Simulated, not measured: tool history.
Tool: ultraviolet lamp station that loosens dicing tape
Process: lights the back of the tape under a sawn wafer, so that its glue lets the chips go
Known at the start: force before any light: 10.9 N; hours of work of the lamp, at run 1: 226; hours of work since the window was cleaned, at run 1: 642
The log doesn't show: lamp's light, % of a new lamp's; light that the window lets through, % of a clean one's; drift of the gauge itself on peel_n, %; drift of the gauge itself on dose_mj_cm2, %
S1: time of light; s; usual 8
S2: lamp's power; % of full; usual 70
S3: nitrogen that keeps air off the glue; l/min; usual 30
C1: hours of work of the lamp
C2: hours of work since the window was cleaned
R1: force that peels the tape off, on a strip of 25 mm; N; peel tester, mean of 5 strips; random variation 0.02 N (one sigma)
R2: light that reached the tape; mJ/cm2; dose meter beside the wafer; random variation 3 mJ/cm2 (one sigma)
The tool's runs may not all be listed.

run	day	S1	S2	S3	C1	C2	R1	R2
1	0.000	8	70	30	226	642	1.000	434
# day 0.312: window cleaned of glue's vapour
2	1.042	8	70	30	240	10	0.981	433
3	2.354	8	70	30	257	27	0.955	436
4	3.492	8	70	30	272	42	0.938	439
5	4.317	8	70	30	283	53	0.967	436
6	5.654	8	70	17	301	70	1.369	437
7	6.596	8	70	17	313	83	1.323	430
8	7.838	8	70	17	329	99	1.371	434
9	8.983	8	70	17	345	114	1.327	434
10	9.817	8	70	17	355	125	1.328	432
11	11.017	8	74	30	371	141	0.866	458
12	12.275	8	74	30	388	158	0.850	459
13	13.425	8	74	30	403	173	0.868	460
14	14.338	8	74	30	415	185	0.851	463
15	15.171	8	74	30	426	196	0.857	465
16	16.150	8	90	30	439	209	0.526	557
17	16.871	8	90	30	448	218	0.537	561
18	18.258	8	90	30	467	236	0.544	558
19	19.662	12	97	11	485	255	0.323	904
20	21.188	12	97	11	505	275	0.331	896
21	22.754	8	70	42	526	296	0.840	435
22	23.758	15	70	30	539	309	0.222	814
23	25.121	7	70	12	557	327	2.057	372
24	26.504	7	70	12	575	345	1.985	379
25	27.717	7	73	11	591	361	2.028	396
26	28.388	13	70	24	600	370	0.349	704
27	29.712	13	70	24	618	387	0.340	704
28	30.679	5	69	24	630	400	2.543	273
29	31.725	5	69	24	644	414	2.563	268
30	32.938	7	70	14	660	430	1.842	382
31	34.292	9	70	30	678	448	0.757	488
32	34.971	9	77	30	687	457	0.574	539
33	36.388	8	62	30	706	475	1.282	387
34	37.196	8	62	30	716	486	1.235	385
35	37.929	8	62	30	726	496	1.290	386

How the hidden state differs across the entries between the runs, from the last listed run before each to the first after it:
Between runs 1 and 2: window cleaned of glue's vapour (day 0.312)
  light that the window lets through, % of a clean one's: 99.9 -> 100
